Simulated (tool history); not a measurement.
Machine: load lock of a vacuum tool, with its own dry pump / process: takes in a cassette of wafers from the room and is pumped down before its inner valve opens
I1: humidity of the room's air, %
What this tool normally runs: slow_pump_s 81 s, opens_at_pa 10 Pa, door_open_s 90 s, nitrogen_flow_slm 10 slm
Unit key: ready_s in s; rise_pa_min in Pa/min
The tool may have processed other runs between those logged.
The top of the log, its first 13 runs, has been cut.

{"run": 14, "day": 89.9, "slow_pump_s": 81, "opens_at_pa": 10, "door_open_s": 204, "nitrogen_flow_slm": 10, "I1": 48, "ready_s": 126.7, "rise_pa_min": 0.224}
{"run": 15, "day": 95.462, "slow_pump_s": 81, "opens_at_pa": 10, "door_open_s": 204, "nitrogen_flow_slm": 10, "I1": 45, "ready_s": 125.5, "rise_pa_min": 0.216}
{"run": 16, "day": 104.8, "slow_pump_s": 81, "opens_at_pa": 10, "door_open_s": 90, "nitrogen_flow_slm": 10, "I1": 44, "ready_s": 127.6, "rise_pa_min": 0.164}
{"run": 17, "day": 110.483, "slow_pump_s": 81, "opens_at_pa": 8, "door_open_s": 90, "nitrogen_flow_slm": 10, "I1": 45.5, "ready_s": 127.1, "rise_pa_min": 0.174}
{"run": 18, "day": 117.404, "slow_pump_s": 81, "opens_at_pa": 8, "door_open_s": 161, "nitrogen_flow_slm": 10, "I1": 45.2, "ready_s": 129, "rise_pa_min": 0.209}
{"run": 19, "day": 125.658, "slow_pump_s": 81, "opens_at_pa": 8, "door_open_s": 161, "nitrogen_flow_slm": 10, "I1": 47.3, "ready_s": 127.1, "rise_pa_min": 0.214}
{"run": 20, "day": 134.296, "slow_pump_s": 81, "opens_at_pa": 8, "door_open_s": 161, "nitrogen_flow_slm": 10, "I1": 43.1, "ready_s": 127.8, "rise_pa_min": 0.201}
{"run": 21, "day": 143.725, "slow_pump_s": 81, "opens_at_pa": 12, "door_open_s": 33, "nitrogen_flow_slm": 10, "I1": 46.2, "ready_s": 125.5, "rise_pa_min": 0.145}
{"run": 22, "day": 150.304, "slow_pump_s": 45, "opens_at_pa": 10, "door_open_s": 44, "nitrogen_flow_slm": 10, "I1": 45.4, "ready_s": 98.1, "rise_pa_min": 0.159}
{"run": 23, "day": 156.754, "slow_pump_s": 140, "opens_at_pa": 10, "door_open_s": 44, "nitrogen_flow_slm": 10, "I1": 48.8, "ready_s": 175, "rise_pa_min": 0.166}
{"day": 157.725, "done": "dry pump taken out, an overhauled one fitted"}
{"run": 24, "day": 164.104, "slow_pump_s": 140, "opens_at_pa": 10, "door_open_s": 44, "nitrogen_flow_slm": 10, "I1": 45.2, "ready_s": 165.8, "rise_pa_min": 0.166}
{"run": 25, "day": 172.792, "slow_pump_s": 140, "opens_at_pa": 10, "door_open_s": 44, "nitrogen_flow_slm": 10, "I1": 45.6, "ready_s": 169.4, "rise_pa_min": 0.168}
{"run": 26, "day": 179.808, "slow_pump_s": 81, "opens_at_pa": 16, "door_open_s": 90, "nitrogen_flow_slm": 10, "I1": 44.9, "ready_s": 114.2, "rise_pa_min": 0.194}
{"run": 27, "day": 187.138, "slow_pump_s": 64, "opens_at_pa": 10, "door_open_s": 25, "nitrogen_flow_slm": 10, "I1": 44.5, "ready_s": 101.7, "rise_pa_min": 0.157}
{"run": 28, "day": 193.029, "slow_pump_s": 47, "opens_at_pa": 16, "door_open_s": 31, "nitrogen_flow_slm": 6, "I1": 45.3, "ready_s": 83.8, "rise_pa_min": 0.174}
{"run": 29, "day": 197.225, "slow_pump_s": 47, "opens_at_pa": 16, "door_open_s": 31, "nitrogen_flow_slm": 6, "I1": 43.8, "ready_s": 84.5, "rise_pa_min": 0.175}
{"run": 30, "day": 202.112, "slow_pump_s": 93, "opens_at_pa": 13, "door_open_s": 30, "nitrogen_flow_slm": 6, "I1": 42.9, "ready_s": 126.7, "rise_pa_min": 0.18}
{"run": 31, "day": 210.404, "slow_pump_s": 111, "opens_at_pa": 8, "door_open_s": 74, "nitrogen_flow_slm": 4, "I1": 44.6, "ready_s": 142.5, "rise_pa_min": 0.216}
{"run": 32, "day": 218.162, "slow_pump_s": 111, "opens_at_pa": 8, "door_open_s": 74, "nitrogen_flow_slm": 4, "I1": 42.3, "ready_s": 143.8, "rise_pa_min": 0.212}
{"run": 33, "day": 224.729, "slow_pump_s": 81, "opens_at_pa": 10, "door_open_s": 172, "nitrogen_flow_slm": 10, "I1": 41.4, "ready_s": 116.9, "rise_pa_min": 0.237}
{"run": 34, "day": 232.388, "slow_pump_s": 146, "opens_at_pa": 11, "door_open_s": 59, "nitrogen_flow_slm": 5, "I1": 47.2, "ready_s": 173.7, "rise_pa_min": 0.215}
{"run": 35, "day": 240.912, "slow_pump_s": 112, "opens_at_pa": 10, "door_open_s": 90, "nitrogen_flow_slm": 5, "I1": 44.2, "ready_s": 143.4, "rise_pa_min": 0.229}
{"run": 36, "day": 248.646, "slow_pump_s": 81, "opens_at_pa": 10, "door_open_s": 27, "nitrogen_flow_slm": 10, "I1": 44.4, "ready_s": 118.3, "rise_pa_min": 0.184}

Each row is a separate what-if for the run after 36, all from the same tool condition, not one after another. Results?
{"run": "A", "day": 255.558, "slow_pump_s": 81, "opens_at_pa": 13, "door_open_s": 35, "nitrogen_flow_slm": 15, "I1": 41.5, "ready_s": "?", "rise_pa_min": "?"}
{"run": "B", "day": 255.558, "slow_pump_s": 113, "opens_at_pa": 10, "door_open_s": 124, "nitrogen_flow_slm": 9, "I1": 46.8, "ready_s": "?", "rise_pa_min": "?"}
{"run": "C", "day": 255.558, "slow_pump_s": 86, "opens_at_pa": 10, "door_open_s": 103, "nitrogen_flow_slm": 7, "I1": 42.4, "ready_s": "?", "rise_pa_min": "?"}
{"run": "D", "day": 255.558, "slow_pump_s": 81, "opens_at_pa": 16, "door_open_s": 89, "nitrogen_flow_slm": 6, "I1": 44.8, "ready_s": "?", "rise_pa_min": "?"}

run=A ready_s=116 rise_pa_min=0.198
run=B ready_s=145.9 rise_pa_min=0.251
run=C ready_s=122.3 rise_pa_min=0.233
run=D ready_s=115.5 rise_pa_min=0.239
Had the tool no hidden state, the same runs would have come out as:
run=A ready_s=115 rise_pa_min=0.036
run=B ready_s=145 rise_pa_min=0.089
run=C ready_s=121.3 rise_pa_min=0.075
run=D ready_s=114.5 rise_pa_min=0.08

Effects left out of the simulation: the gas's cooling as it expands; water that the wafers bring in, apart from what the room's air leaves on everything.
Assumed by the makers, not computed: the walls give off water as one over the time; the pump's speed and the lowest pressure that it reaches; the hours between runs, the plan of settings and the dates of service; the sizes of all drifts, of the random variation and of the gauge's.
